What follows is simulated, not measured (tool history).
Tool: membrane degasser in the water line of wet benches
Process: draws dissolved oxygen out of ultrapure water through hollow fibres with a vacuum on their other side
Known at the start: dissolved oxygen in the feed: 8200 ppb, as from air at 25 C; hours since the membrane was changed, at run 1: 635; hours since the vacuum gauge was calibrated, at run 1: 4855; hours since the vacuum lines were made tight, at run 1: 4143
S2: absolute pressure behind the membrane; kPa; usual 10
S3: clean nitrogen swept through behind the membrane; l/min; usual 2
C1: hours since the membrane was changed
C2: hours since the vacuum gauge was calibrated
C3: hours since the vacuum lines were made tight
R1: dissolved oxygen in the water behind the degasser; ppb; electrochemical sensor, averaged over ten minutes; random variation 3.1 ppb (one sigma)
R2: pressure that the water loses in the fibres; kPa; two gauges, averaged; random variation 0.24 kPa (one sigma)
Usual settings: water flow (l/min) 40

run 1 day=0 | water_flow_(l/min)=40 S2=10 S3=2 | C1=635 C2=4855 C3=4143 | R1=315.3 R2=64.16
run 2 day=2.833 | water_flow_(l/min)=40 S2=8.5 S3=2 | C1=703 C2=4923 C3=4211 | R1=255.6 R2=64.01
-- day=3.375 seals of the vacuum lines changed
run 3 day=6.508 | water_flow_(l/min)=40 S2=8.5 S3=2 | C1=790 C2=5009 C3=75 | R1=244.4 R2=64.05
run 4 day=11.304 | water_flow_(l/min)=40 S2=8.5 S3=2 | C1=905 C2=5125 C3=190 | R1=248.8 R2=63.82
run 5 day=14.654 | water_flow_(l/min)=40 S2=10 S3=2 | C1=985 C2=5205 C3=271 | R1=312 R2=63.94
run 6 day=17.871 | water_flow_(l/min)=40 S2=10 S3=0.91 | C1=1062 C2=5282 C3=348 | R1=578.7 R2=64.02
run 7 day=21.467 | water_flow_(l/min)=40 S2=9.4 S3=2 | C1=1149 C2=5368 C3=434 | R1=284.1 R2=64.2
run 8 day=23.988 | water_flow_(l/min)=26 S2=10 S3=2 | C1=1209 C2=5429 C3=495 | R1=200.5 R2=41.54
run 9 day=26.908 | water_flow_(l/min)=26 S2=10 S3=2 | C1=1279 C2=5499 C3=565 | R1=204.3 R2=41.79
run 10 day=29.842 | water_flow_(l/min)=40 S2=10 S3=0.94 | C1=1350 C2=5569 C3=635 | R1=557.2 R2=63.97
run 11 day=32.583 | water_flow_(l/min)=40 S2=10 S3=1.09 | C1=1415 C2=5635 C3=701 | R1=503.7 R2=64.05
run 12 day=37.125 | water_flow_(l/min)=40 S2=10 S3=1.5 | C1=1524 C2=5744 C3=810 | R1=389.5 R2=63.93
run 13 day=39.596 | water_flow_(l/min)=40 S2=9.5 S3=1.5 | C1=1584 C2=5804 C3=869 | R1=369.5 R2=63.18
run 14 day=43.658 | water_flow_(l/min)=37 S2=10 S3=2 | C1=1681 C2=5901 C3=967 | R1=289.7 R2=59.27
run 15 day=46.438 | water_flow_(l/min)=40 S2=10 S3=2 | C1=1748 C2=5968 C3=1033 | R1=311.5 R2=63.87
run 16 day=49.946 | water_flow_(l/min)=40 S2=10 S3=2 | C1=1832 C2=6052 C3=1118 | R1=314.4 R2=63.5
run 17 day=52.617 | water_flow_(l/min)=40 S2=10 S3=2 | C1=1896 C2=6116 C3=1182 | R1=309.7 R2=63.82
run 18 day=57.588 | water_flow_(l/min)=47 S2=19.3 S3=0.9 | C1=2015 C2=6235 C3=1301 | R1=1437.3 R2=74.76
run 19 day=61.179 | water_flow_(l/min)=40 S2=10 S3=1.02 | C1=2102 C2=6322 C3=1387 | R1=529.3 R2=63.41
run 20 day=66.646 | water_flow_(l/min)=40 S2=20 S3=2.23 | C1=2233 C2=6453 C3=1518 | R1=652.6 R2=63.22
run 21 day=71.054 | water_flow_(l/min)=26 S2=10 S3=1.05 | C1=2339 C2=6559 C3=1624 | R1=351.8 R2=41.26
run 22 day=74.388 | water_flow_(l/min)=32 S2=17.6 S3=3.87 | C1=2419 C2=6639 C3=1704 | R1=282.6 R2=50.73
run 23 day=78.908 | water_flow_(l/min)=32 S2=17.6 S3=3.87 | C1=2527 C2=6747 C3=1813 | R1=278.3 R2=50.55
run 24 day=83.367 | water_flow_(l/min)=44 S2=21.5 S3=5.01 | C1=2634 C2=6854 C3=1920 | R1=394 R2=69.47
run 25 day=85.617 | water_flow_(l/min)=37 S2=6.3 S3=2 | C1=2688 C2=6908 C3=1974 | R1=143.1 R2=58.35
run 26 day=89.55 | water_flow_(l/min)=40 S2=8.1 S3=4.29 | C1=2783 C2=7002 C3=2068 | R1=125.5 R2=63.21
run 27 day=92.675 | water_flow_(l/min)=27 S2=12.9 S3=4 | C1=2858 C2=7077 C3=2143 | R1=159.9 R2=42.91
run 28 day=95.738 | water_flow_(l/min)=39 S2=11.6 S3=1.45 | C1=2931 C2=7151 C3=2217 | R1=478.3 R2=61.42
run 29 day=99.879 | water_flow_(l/min)=61 S2=11.6 S3=2 | C1=3030 C2=7250 C3=2316 | R1=602.4 R2=96.14
run 30 day=103.517 | water_flow_(l/min)=58 S2=11.6 S3=0.97 | C1=3118 C2=7338 C3=2403 | R1=919.2 R2=91.47
run 31 day=106.771 | water_flow_(l/min)=36 S2=18.3 S3=2.07 | C1=3196 C2=7416 C3=2482 | R1=575 R2=56.85

Forecast each of these 4 alternatives for the next run:
run A day=109.5 | water_flow_(l/min)=25 S2=13.7 S3=2.39 | C1=3261 C2=7481 C3=2547 | R1=? R2=?
run B day=109.5 | water_flow_(l/min)=55 S2=22.3 S3=3.44 | C1=3261 C2=7481 C3=2547 | R1=? R2=?
run C day=109.5 | water_flow_(l/min)=29 S2=15.5 S3=0.96 | C1=3261 C2=7481 C3=2547 | R1=? R2=?
run D day=109.5 | water_flow_(l/min)=32 S2=18.3 S3=4.84 | C1=3261 C2=7481 C3=2547 | R1=? R2=?

run=A R1=248.1 R2=39.64
run=B R1=708.5 R2=86.61
run=C R1=725.4 R2=45.69
run=D R1=244.3 R2=50.39
Without the tool's hidden state the same runs would have given:
run=A R1=247.9 R2=40.43
run=B R1=708 R2=88.34
run=C R1=724.9 R2=46.61
run=D R1=244.1 R2=51.39
